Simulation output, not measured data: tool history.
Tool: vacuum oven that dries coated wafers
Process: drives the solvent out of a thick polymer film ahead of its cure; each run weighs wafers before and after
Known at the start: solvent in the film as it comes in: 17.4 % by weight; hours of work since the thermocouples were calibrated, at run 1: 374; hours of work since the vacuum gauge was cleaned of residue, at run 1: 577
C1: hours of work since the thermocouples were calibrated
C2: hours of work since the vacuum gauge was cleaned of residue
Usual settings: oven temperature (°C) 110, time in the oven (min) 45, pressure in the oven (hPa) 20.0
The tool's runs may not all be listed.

{"run": 1, "hour": 0.0, "oven temperature (°C)": 110, "time in the oven (min)": 45, "pressure in the oven (hPa)": 20.0, "C1": 374, "C2": 577, "solvent left in the film (%)": 2.47}
{"run": 2, "hour": 14.7, "oven temperature (°C)": 114, "time in the oven (min)": 45, "pressure in the oven (hPa)": 20.0, "C1": 386, "C2": 589, "solvent left in the film (%)": 1.64}
{"run": 3, "hour": 27.0, "oven temperature (°C)": 114, "time in the oven (min)": 45, "pressure in the oven (hPa)": 20.0, "C1": 396, "C2": 599, "solvent left in the film (%)": 1.55}
{"run": 4, "hour": 50.2, "oven temperature (°C)": 110, "time in the oven (min)": 24, "pressure in the oven (hPa)": 20.0, "C1": 414, "C2": 617, "solvent left in the film (%)": 5.25}
{"run": 5, "hour": 63.4, "oven temperature (°C)": 110, "time in the oven (min)": 24, "pressure in the oven (hPa)": 20.0, "C1": 424, "C2": 627, "solvent left in the film (%)": 5.22}
{"run": 6, "hour": 88.4, "oven temperature (°C)": 110, "time in the oven (min)": 45, "pressure in the oven (hPa)": 20.0, "C1": 444, "C2": 647, "solvent left in the film (%)": 2.4}
{"run": 7, "hour": 110.7, "oven temperature (°C)": 110, "time in the oven (min)": 45, "pressure in the oven (hPa)": 20.0, "C1": 462, "C2": 665, "solvent left in the film (%)": 2.45}
{"run": 8, "hour": 126.3, "oven temperature (°C)": 107, "time in the oven (min)": 45, "pressure in the oven (hPa)": 20.0, "C1": 474, "C2": 677, "solvent left in the film (%)": 3.21}
{"run": 9, "hour": 142.5, "oven temperature (°C)": 107, "time in the oven (min)": 45, "pressure in the oven (hPa)": 20.0, "C1": 487, "C2": 690, "solvent left in the film (%)": 3.33}
{"run": 10, "hour": 154.6, "oven temperature (°C)": 110, "time in the oven (min)": 66, "pressure in the oven (hPa)": 20.0, "C1": 496, "C2": 699, "solvent left in the film (%)": 1.32}
{"run": 11, "hour": 182.6, "oven temperature (°C)": 110, "time in the oven (min)": 25, "pressure in the oven (hPa)": 20.0, "C1": 518, "C2": 721, "solvent left in the film (%)": 5.03}
{"run": 12, "hour": 198.3, "oven temperature (°C)": 106, "time in the oven (min)": 45, "pressure in the oven (hPa)": 20.0, "C1": 531, "C2": 734, "solvent left in the film (%)": 3.51}
{"run": 13, "hour": 216.9, "oven temperature (°C)": 124, "time in the oven (min)": 45, "pressure in the oven (hPa)": 20.0, "C1": 545, "C2": 748, "solvent left in the film (%)": 0.62}
{"run": 14, "hour": 239.4, "oven temperature (°C)": 110, "time in the oven (min)": 49, "pressure in the oven (hPa)": 20.0, "C1": 563, "C2": 766, "solvent left in the film (%)": 2.2}
{"run": 15, "hour": 266.3, "oven temperature (°C)": 110, "time in the oven (min)": 49, "pressure in the oven (hPa)": 20.0, "C1": 584, "C2": 787, "solvent left in the film (%)": 2.22}
{"run": 16, "hour": 291.6, "oven temperature (°C)": 110, "time in the oven (min)": 49, "pressure in the oven (hPa)": 43.0, "C1": 604, "C2": 807, "solvent left in the film (%)": 2.69}
{"run": 17, "hour": 313.4, "oven temperature (°C)": 110, "time in the oven (min)": 45, "pressure in the oven (hPa)": 20.0, "C1": 621, "C2": 824, "solvent left in the film (%)": 2.52}
{"run": 18, "hour": 336.5, "oven temperature (°C)": 110, "time in the oven (min)": 45, "pressure in the oven (hPa)": 20.0, "C1": 640, "C2": 843, "solvent left in the film (%)": 2.52}
{"run": 19, "hour": 356.7, "oven temperature (°C)": 120, "time in the oven (min)": 34, "pressure in the oven (hPa)": 10.7, "C1": 655, "C2": 858, "solvent left in the film (%)": 1.23}
{"run": 20, "hour": 384.7, "oven temperature (°C)": 120, "time in the oven (min)": 34, "pressure in the oven (hPa)": 10.7, "C1": 678, "C2": 881, "solvent left in the film (%)": 1.2}
{"run": 21, "hour": 397.9, "oven temperature (°C)": 120, "time in the oven (min)": 34, "pressure in the oven (hPa)": 10.7, "C1": 688, "C2": 891, "solvent left in the film (%)": 1.22}
{"hour": 400.7, "done": "vacuum gauge cleaned of residue and calibrated"}
{"run": 22, "hour": 423.8, "oven temperature (°C)": 114, "time in the oven (min)": 45, "pressure in the oven (hPa)": 13.4, "C1": 707, "C2": 18, "solvent left in the film (%)": 1.55}
{"run": 23, "hour": 447.8, "oven temperature (°C)": 107, "time in the oven (min)": 32, "pressure in the oven (hPa)": 11.1, "C1": 726, "C2": 37, "solvent left in the film (%)": 4.73}
{"run": 24, "hour": 469.8, "oven temperature (°C)": 102, "time in the oven (min)": 32, "pressure in the oven (hPa)": 20.0, "C1": 743, "C2": 54, "solvent left in the film (%)": 6.55}
{"hour": 476.2, "done": "vacuum gauge cleaned of residue and calibrated, once more"}
{"run": 25, "hour": 489.1, "oven temperature (°C)": 121, "time in the oven (min)": 35, "pressure in the oven (hPa)": 20.0, "C1": 757, "C2": 10, "solvent left in the film (%)": 1.17}
{"run": 26, "hour": 504.2, "oven temperature (°C)": 121, "time in the oven (min)": 35, "pressure in the oven (hPa)": 20.0, "C1": 769, "C2": 22, "solvent left in the film (%)": 1.2}
{"run": 27, "hour": 532.3, "oven temperature (°C)": 96, "time in the oven (min)": 45, "pressure in the oven (hPa)": 23.9, "C1": 791, "C2": 44, "solvent left in the film (%)": 6.78}
{"run": 28, "hour": 552.2, "oven temperature (°C)": 124, "time in the oven (min)": 25, "pressure in the oven (hPa)": 20.0, "C1": 807, "C2": 60, "solvent left in the film (%)": 1.43}
{"run": 29, "hour": 564.7, "oven temperature (°C)": 107, "time in the oven (min)": 41, "pressure in the oven (hPa)": 32.0, "C1": 817, "C2": 70, "solvent left in the film (%)": 3.92}
{"run": 30, "hour": 586.6, "oven temperature (°C)": 112, "time in the oven (min)": 41, "pressure in the oven (hPa)": 12.3, "C1": 834, "C2": 87, "solvent left in the film (%)": 2.22}
{"run": 31, "hour": 615.0, "oven temperature (°C)": 112, "time in the oven (min)": 41, "pressure in the oven (hPa)": 12.3, "C1": 857, "C2": 109, "solvent left in the film (%)": 2.16}
{"run": 32, "hour": 629.4, "oven temperature (°C)": 112, "time in the oven (min)": 41, "pressure in the oven (hPa)": 12.3, "C1": 868, "C2": 121, "solvent left in the film (%)": 2.26}
{"run": 33, "hour": 657.1, "oven temperature (°C)": 112, "time in the oven (min)": 45, "pressure in the oven (hPa)": 53.9, "C1": 890, "C2": 142, "solvent left in the film (%)": 2.84}
{"run": 34, "hour": 671.7, "oven temperature (°C)": 112, "time in the oven (min)": 45, "pressure in the oven (hPa)": 53.9, "C1": 901, "C2": 154, "solvent left in the film (%)": 2.84}
{"run": 35, "hour": 690.5, "oven temperature (°C)": 110, "time in the oven (min)": 48, "pressure in the oven (hPa)": 11.7, "C1": 916, "C2": 169, "solvent left in the film (%)": 2.11}

3 ways to go on from here, each from the tool as it stands after run 35. What would each give?
{"run": "A", "hour": 712.8, "oven temperature (°C)": 110, "time in the oven (min)": 26, "pressure in the oven (hPa)": 18.6, "C1": 934, "C2": 186, "solvent left in the film (%)": "?"}
{"run": "B", "hour": 712.8, "oven temperature (°C)": 110, "time in the oven (min)": 33, "pressure in the oven (hPa)": 44.4, "C1": 934, "C2": 186, "solvent left in the film (%)": "?"}
{"run": "C", "hour": 712.8, "oven temperature (°C)": 99, "time in the oven (min)": 68, "pressure in the oven (hPa)": 35.7, "C1": 934, "C2": 186, "solvent left in the film (%)": "?"}

run=A solvent_left_in_the_film_(%)=4.92
run=B solvent_left_in_the_film_(%)=4.41
run=C solvent_left_in_the_film_(%)=4.54
Without the tool's hidden state the same runs would have given:
run=A solvent_left_in_the_film_(%)=4.64
run=B solvent_left_in_the_film_(%)=4.13
run=C solvent_left_in_the_film_(%)=4.23

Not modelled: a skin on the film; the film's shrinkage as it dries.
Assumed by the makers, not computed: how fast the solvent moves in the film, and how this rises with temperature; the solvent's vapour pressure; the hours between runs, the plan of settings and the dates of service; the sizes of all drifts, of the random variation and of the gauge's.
